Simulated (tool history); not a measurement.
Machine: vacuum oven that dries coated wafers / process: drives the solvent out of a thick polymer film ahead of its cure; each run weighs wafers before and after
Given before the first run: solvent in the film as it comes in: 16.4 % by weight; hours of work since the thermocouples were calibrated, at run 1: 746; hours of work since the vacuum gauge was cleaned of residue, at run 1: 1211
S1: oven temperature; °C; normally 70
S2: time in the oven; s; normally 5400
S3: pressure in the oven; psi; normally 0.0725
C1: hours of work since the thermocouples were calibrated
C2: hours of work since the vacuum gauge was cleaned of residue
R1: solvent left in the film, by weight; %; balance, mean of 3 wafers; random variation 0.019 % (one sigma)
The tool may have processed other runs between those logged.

{"run": 1, "day": 0.0, "S1": 70, "S2": 5400, "S3": 0.0725, "C1": 746, "C2": 1211, "R1": 2.86}
{"run": 2, "day": 1.338, "S1": 70, "S2": 5400, "S3": 0.0725, "C1": 765, "C2": 1230, "R1": 2.85}
{"run": 3, "day": 3.571, "S1": 70, "S2": 5400, "S3": 0.0725, "C1": 797, "C2": 1262, "R1": 2.86}
{"run": 4, "day": 6.488, "S1": 70, "S2": 6660, "S3": 0.0725, "C1": 839, "C2": 1304, "R1": 2}
{"day": 7.167, "done": "vacuum gauge cleaned of residue and calibrated"}
{"run": 5, "day": 9.258, "S1": 70, "S2": 6660, "S3": 0.0725, "C1": 877, "C2": 30, "R1": 2}
{"day": 9.779, "done": "oven's thermocouples calibrated"}
{"run": 6, "day": 12.646, "S1": 70, "S2": 5400, "S3": 0.0725, "C1": 41, "C2": 77, "R1": 2.85}
{"run": 7, "day": 14.317, "S1": 70, "S2": 5400, "S3": 0.1339, "C1": 65, "C2": 101, "R1": 2.95}
{"run": 8, "day": 16.725, "S1": 70, "S2": 5400, "S3": 0.1339, "C1": 99, "C2": 136, "R1": 2.93}
{"run": 9, "day": 18.929, "S1": 70, "S2": 5400, "S3": 0.1339, "C1": 131, "C2": 167, "R1": 2.96}
{"run": 10, "day": 20.904, "S1": 70, "S2": 4920, "S3": 0.0725, "C1": 159, "C2": 196, "R1": 3.3}
{"run": 11, "day": 22.471, "S1": 70, "S2": 4920, "S3": 0.0725, "C1": 182, "C2": 218, "R1": 3.26}
{"run": 12, "day": 24.792, "S1": 70, "S2": 4920, "S3": 0.0725, "C1": 215, "C2": 251, "R1": 3.29}
{"run": 13, "day": 27.858, "S1": 70, "S2": 4920, "S3": 0.0725, "C1": 259, "C2": 295, "R1": 3.24}
{"run": 14, "day": 29.329, "S1": 70, "S2": 4920, "S3": 0.0725, "C1": 280, "C2": 316, "R1": 3.27}
{"run": 15, "day": 31.717, "S1": 70, "S2": 4920, "S3": 0.0725, "C1": 314, "C2": 350, "R1": 3.26}
{"run": 16, "day": 34.367, "S1": 70, "S2": 5400, "S3": 0.0725, "C1": 352, "C2": 388, "R1": 2.87}
{"run": 17, "day": 37.454, "S1": 70, "S2": 4620, "S3": 0.0725, "C1": 396, "C2": 433, "R1": 3.54}
{"run": 18, "day": 40.567, "S1": 63, "S2": 5400, "S3": 0.0725, "C1": 441, "C2": 477, "R1": 4.84}
{"run": 19, "day": 42.358, "S1": 70, "S2": 5400, "S3": 0.0725, "C1": 467, "C2": 503, "R1": 2.82}
{"run": 20, "day": 44.45, "S1": 70, "S2": 5400, "S3": 0.1529, "C1": 497, "C2": 533, "R1": 2.98}
{"run": 21, "day": 47.304, "S1": 70, "S2": 5400, "S3": 0.1529, "C1": 538, "C2": 574, "R1": 2.96}
{"run": 22, "day": 50.138, "S1": 70, "S2": 5460, "S3": 0.0725, "C1": 578, "C2": 614, "R1": 2.82}
{"run": 23, "day": 53.358, "S1": 70, "S2": 5400, "S3": 0.0725, "C1": 624, "C2": 660, "R1": 2.87}
{"run": 24, "day": 55.183, "S1": 79, "S2": 6000, "S3": 0.0725, "C1": 650, "C2": 687, "R1": 0.81}
{"run": 25, "day": 57.304, "S1": 67, "S2": 6240, "S3": 0.256, "C1": 681, "C2": 717, "R1": 3.32}
{"run": 26, "day": 60.021, "S1": 67, "S2": 6240, "S3": 0.256, "C1": 720, "C2": 756, "R1": 3.3}
{"run": 27, "day": 63.121, "S1": 82, "S2": 3780, "S3": 0.0412, "C1": 764, "C2": 800, "R1": 1.54}
{"run": 28, "day": 65.821, "S1": 82, "S2": 3780, "S3": 0.0669, "C1": 803, "C2": 839, "R1": 1.59}
{"run": 29, "day": 67.929, "S1": 69, "S2": 4200, "S3": 0.0458, "C1": 833, "C2": 869, "R1": 4.22}
{"run": 30, "day": 71.138, "S1": 65, "S2": 5100, "S3": 0.2735, "C1": 879, "C2": 915, "R1": 4.8}
{"day": 71.425, "done": "oven's thermocouples calibrated"}
{"run": 31, "day": 73.371, "S1": 59, "S2": 5400, "S3": 0.0799, "C1": 28, "C2": 946, "R1": 6.08}
{"run": 32, "day": 76.571, "S1": 68, "S2": 4560, "S3": 0.2554, "C1": 74, "C2": 992, "R1": 4.49}
{"run": 33, "day": 78.829, "S1": 68, "S2": 4560, "S3": 0.2554, "C1": 106, "C2": 1024, "R1": 4.51}
{"run": 34, "day": 81.392, "S1": 64, "S2": 9240, "S3": 0.0725, "C1": 143, "C2": 1061, "R1": 2.18}
{"run": 35, "day": 84.058, "S1": 60, "S2": 9240, "S3": 0.0719, "C1": 181, "C2": 1099, "R1": 3.22}
{"run": 36, "day": 85.85, "S1": 57, "S2": 4020, "S3": 0.0985, "C1": 207, "C2": 1125, "R1": 8.01}
{"run": 37, "day": 88.8, "S1": 57, "S2": 3120, "S3": 0.0702, "C1": 249, "C2": 1167, "R1": 8.9}
{"run": 38, "day": 91.142, "S1": 79, "S2": 3120, "S3": 0.0702, "C1": 282, "C2": 1200, "R1": 2.99}
{"run": 39, "day": 93.508, "S1": 79, "S2": 3120, "S3": 0.0702, "C1": 316, "C2": 1234, "R1": 3.02}
{"run": 40, "day": 96.6, "S1": 80, "S2": 2820, "S3": 0.0683, "C1": 361, "C2": 1279, "R1": 3.19}
{"run": 41, "day": 98.033, "S1": 80, "S2": 2760, "S3": 0.083, "C1": 381, "C2": 1299, "R1": 3.3}
{"day": 98.975, "done": "vacuum gauge cleaned of residue and calibrated"}
{"run": 42, "day": 101.233, "S1": 80, "S2": 9180, "S3": 0.0371, "C1": 426, "C2": 32, "R1": 0.15}
{"run": 43, "day": 104.196, "S1": 56, "S2": 4740, "S3": 0.124, "C1": 468, "C2": 75, "R1": 7.58}
{"run": 44, "day": 105.654, "S1": 70, "S2": 5400, "S3": 0.152, "C1": 489, "C2": 96, "R1": 3}
{"run": 45, "day": 107.292, "S1": 84, "S2": 4980, "S3": 0.0492, "C1": 513, "C2": 119, "R1": 0.6}
{"run": 46, "day": 110.346, "S1": 84, "S2": 4980, "S3": 0.0492, "C1": 557, "C2": 163, "R1": 0.62}

A few steps of R1 between consecutive runs. Split each: what settings, incoming material and random variation would produce without the hidden state, and what is left over for the hidden state, along with gauge scatter present in only one of the two compared results (measured, and without hidden state):
Hidden state present: true wafer temperature over the reading, C; true pressure over the reading, kPa; drift of the gauge itself on solvent_pct, %.
Run 4 -> 5: vacuum gauge cleaned of residue and calibrated. R1 +0 %: hidden state -0.01, all else +0.01.
Run 5 -> 6: S2 6660 -> 5400, oven's thermocouples calibrated. R1 +0.85 %: hidden state +0.04, all else +0.81.
Run 30 -> 31: S1 65 -> 59, S2 5100 -> 5400, S3 0.2735 -> 0.0799, oven's thermocouples calibrated. R1 +1.28 %: hidden state +0.05, all else +1.23.
Run 35 -> 36: S1 60 -> 57, S2 9240 -> 4020, S3 0.0719 -> 0.0985. R1 +4.79 %: hidden state +0, all else +4.79.
Run 37 -> 38: S1 57 -> 79. R1 -5.91 %: hidden state -0.01, all else -5.9.
Run 42 -> 43: S1 80 -> 56, S2 9180 -> 4740, S3 0.0371 -> 0.124. R1 +7.43 %: hidden state -0.01, all else +7.44.

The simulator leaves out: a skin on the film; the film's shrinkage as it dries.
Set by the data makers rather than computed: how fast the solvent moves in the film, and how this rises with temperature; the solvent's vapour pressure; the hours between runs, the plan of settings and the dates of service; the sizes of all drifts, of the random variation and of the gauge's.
